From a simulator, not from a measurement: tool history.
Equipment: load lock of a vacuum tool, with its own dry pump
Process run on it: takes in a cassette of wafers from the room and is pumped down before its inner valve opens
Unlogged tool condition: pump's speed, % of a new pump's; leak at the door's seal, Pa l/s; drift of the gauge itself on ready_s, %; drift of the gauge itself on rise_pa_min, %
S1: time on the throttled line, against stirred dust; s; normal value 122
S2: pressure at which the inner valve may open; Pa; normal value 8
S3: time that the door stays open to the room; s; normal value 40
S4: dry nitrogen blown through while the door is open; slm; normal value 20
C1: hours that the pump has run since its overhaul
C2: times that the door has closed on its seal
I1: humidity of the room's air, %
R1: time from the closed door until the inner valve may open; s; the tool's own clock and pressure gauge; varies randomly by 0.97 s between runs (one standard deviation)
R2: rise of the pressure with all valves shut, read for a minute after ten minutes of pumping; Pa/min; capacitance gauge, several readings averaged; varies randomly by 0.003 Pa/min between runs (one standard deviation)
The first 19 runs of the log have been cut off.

run    hour   S1  S2  S3  S4     C1     C2    I1     R1     R2
 20  1548.6  122   7  40  20  12456  13507  49.8  219.1  0.096
 21  1645.1  122   7  40  20  12552  13864    45  218.4  0.098
 22    1699  122   7  28  20  12606  14064  43.2  216.9  0.102
 23  1759.4  138  16  40  20  12666  14287  47.8  222.6  0.102
 24  1832.5   81   8  40  21  12739  14557  42.6  182.8  0.101
 25  1890.3   81   8  80  14  12797  14771    43  182.5  0.115
 26  1953.9  122   9  66  20  12861  15006  43.9  213.1  0.107
 27  2014.2  122   8  29  11  12921  15229  48.4  216.7  0.112
 28  2086.4  197  10  29  11  12993  15496  45.8  273.7  0.118
 29  2151.9  197  10  29  23  13059  15738  44.5  277.5  0.115
 30  2260.6  197  10  73   4  13168  16141  47.3  278.5  0.145
 31  2309.5  122  14  40  20  13216  16321    43  208.5  0.115
 32  2406.9  122   8  40  36  13314  16682  46.6  218.6  0.113
 33  2509.4  194  11  26  17  13416  17061  45.4  271.3  0.124
 34  2601.2  135   8  31   9  13508  17400  42.8  226.2  0.133
 35  2677.4  122  16  40   9  13584  17682  43.6  207.6  0.137
 36  2769.9  122   9  26  20  13677  18024    44  214.1  0.137

Alternative continuations, all from the tool just after run 36; predict every row:
  A  2821.5  122   8  40   4  13728  18215  45.1   ?   ?
  B  2821.5  122   8  30  20  13728  18215  45.2   ?   ?
  C  2821.5  211   8  39  20  13728  18215  45.3   ?   ?

run     R1     R2
  A    217  0.154
  B  217.8  0.133
  C  291.9  0.136
With no hidden state in the tool, these same runs would have given:
run     R1     R2
  A  201.8  0.044
  B  202.5  0.025
  C    279  0.026

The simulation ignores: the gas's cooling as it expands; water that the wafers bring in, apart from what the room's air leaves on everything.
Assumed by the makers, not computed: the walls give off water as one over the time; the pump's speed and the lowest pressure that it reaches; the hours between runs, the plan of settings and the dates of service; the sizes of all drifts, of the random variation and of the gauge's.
